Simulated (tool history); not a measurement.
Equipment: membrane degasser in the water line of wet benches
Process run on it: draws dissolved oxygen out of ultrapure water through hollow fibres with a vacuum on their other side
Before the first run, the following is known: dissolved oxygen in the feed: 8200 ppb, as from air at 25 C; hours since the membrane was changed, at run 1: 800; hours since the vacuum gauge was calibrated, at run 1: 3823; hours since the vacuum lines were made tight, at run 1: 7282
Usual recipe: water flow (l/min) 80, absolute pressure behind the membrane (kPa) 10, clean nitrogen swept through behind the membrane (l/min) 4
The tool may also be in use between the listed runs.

run,day,water flow (l/min),absolute pressure behind the membrane (kPa),clean nitrogen swept through behind the membrane (l/min),hours since the membrane was changed,hours since the vacuum gauge was calibrated,hours since the vacuum lines were made tight,dissolved oxygen in the water behind the degasser (ppb),pressure that the water loses in the fibres (kPa)
1,0,80,10,4,800,3823,7282,350.1,27.12
2,1.575,80,10,4,838,3861,7320,344.1,27.08
3,3.746,80,10,4,890,3913,7372,349.9,26.88
4,5.233,80,10,4,925,3949,7407,346.2,27.07
5,7.112,58,10,4,970,3994,7452,238.9,19.79
6,9.15,80,10,4,1019,4043,7501,350.8,26.97
7,10.404,123,10,4,1049,4073,7531,608.9,42.01
8,11.821,123,10,4,1083,4107,7565,616.1,41.66
9,13.8,123,10,4,1131,4154,7613,607.1,41.7
10,15.283,95,10,4,1167,4190,7648,434.4,32.26
11,17.358,95,10,4,1216,4240,7698,437.3,32.33
12,18.625,122,12.9,3.02,1247,4270,7729,894.2,41.23
13,19.862,73,12.9,8.26,1277,4300,7758,237.4,24.73
14,22.058,80,10,2.72,1329,4353,7811,461.3,26.99
15,23.825,114,12.2,3.42,1372,4395,7853,740.3,38.68
16,25.254,81,12.2,5.44,1406,4429,7888,352.5,27.5
17,26.233,104,12.2,1.63,1429,4453,7911,1063.9,35.17
18,27.662,104,12.2,1.63,1464,4487,7946,1052.5,35.15
19,28.721,71,12.2,6.79,1489,4513,7971,250.3,23.99
20,30.167,115,21.6,1.95,1524,4547,8006,1786.9,38.93
21,32.188,115,21.6,4.11,1572,4596,8054,1110.5,39.25
22,33.533,115,21.6,4.11,1605,4628,8086,1121.5,39.38

Branching from run 22: 5 alternative next runs. What would each branch give?
A,35.379,60,8,10.91,1649,4672,8131,?,?
B,35.379,58,7.7,6.34,1649,4672,8131,?,?
C,35.379,80,23.8,2.18,1649,4672,8131,?,?
D,35.379,51,6.6,8.34,1649,4672,8131,?,?
E,35.379,110,13.1,4.83,1649,4672,8131,?,?

run,dissolved oxygen in the water behind the degasser (ppb),pressure that the water loses in the fibres (kPa)
A,80.4,20.4
B,113,19.62
C,1385.6,27.24
D,60,17.34
E,613.7,37.35
Stripped of hidden state, with their random variation kept, the same runs would have yielded:
run,dissolved oxygen in the water behind the degasser (ppb),pressure that the water loses in the fibres (kPa)
A,76.4,20.3
B,106.9,19.52
C,1369.7,27.1
D,55.8,17.25
E,599.3,37.16
